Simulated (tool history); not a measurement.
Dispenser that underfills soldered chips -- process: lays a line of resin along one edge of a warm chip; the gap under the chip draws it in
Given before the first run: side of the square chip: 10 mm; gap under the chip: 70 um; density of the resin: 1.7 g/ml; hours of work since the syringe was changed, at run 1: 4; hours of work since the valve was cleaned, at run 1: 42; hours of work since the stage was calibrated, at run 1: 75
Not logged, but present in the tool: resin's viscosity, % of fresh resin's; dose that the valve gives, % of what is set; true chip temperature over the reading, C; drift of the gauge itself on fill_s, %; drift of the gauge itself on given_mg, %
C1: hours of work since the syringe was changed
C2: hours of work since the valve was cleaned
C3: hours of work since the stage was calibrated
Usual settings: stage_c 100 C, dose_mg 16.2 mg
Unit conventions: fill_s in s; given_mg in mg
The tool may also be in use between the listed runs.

run 1 hour=0 | stage_c=100 dose_mg=16.2 | C1=4 C2=42 C3=75 | fill_s=55.4 given_mg=15.76
run 2 hour=3.5 | stage_c=100 dose_mg=16.2 | C1=6 C2=45 C3=78 | fill_s=62.9 given_mg=15.67
-- hour=4.3 new syringe of resin
run 3 hour=7.8 | stage_c=100 dose_mg=16.2 | C1=2 C2=47 C3=80 | fill_s=52.8 given_mg=15.78
run 4 hour=12.6 | stage_c=100 dose_mg=16.2 | C1=5 C2=50 C3=84 | fill_s=60.9 given_mg=15.74
-- hour=14.9 new syringe of resin
run 5 hour=16.3 | stage_c=100 dose_mg=16.2 | C1=1 C2=52 C3=86 | fill_s=49.5 given_mg=15.65
run 6 hour=21 | stage_c=100 dose_mg=16.2 | C1=4 C2=56 C3=89 | fill_s=55 given_mg=15.74
run 7 hour=24.6 | stage_c=93 dose_mg=16.2 | C1=6 C2=58 C3=91 | fill_s=79.7 given_mg=15.59

Estimate the outcome of run 8 from the log above:
-- hour=25.8 new syringe of resin
run 8 hour=29.8 | stage_c=101 dose_mg=16.2 | C1=3 C2=61 C3=94 | fill_s=? given_mg=?

Run 8 measured fill_s 50.6 s, given_mg 15.56 mg.
Without the tool's hidden state the same run would have given fill_s 44.6 s, given_mg 16.15 mg.
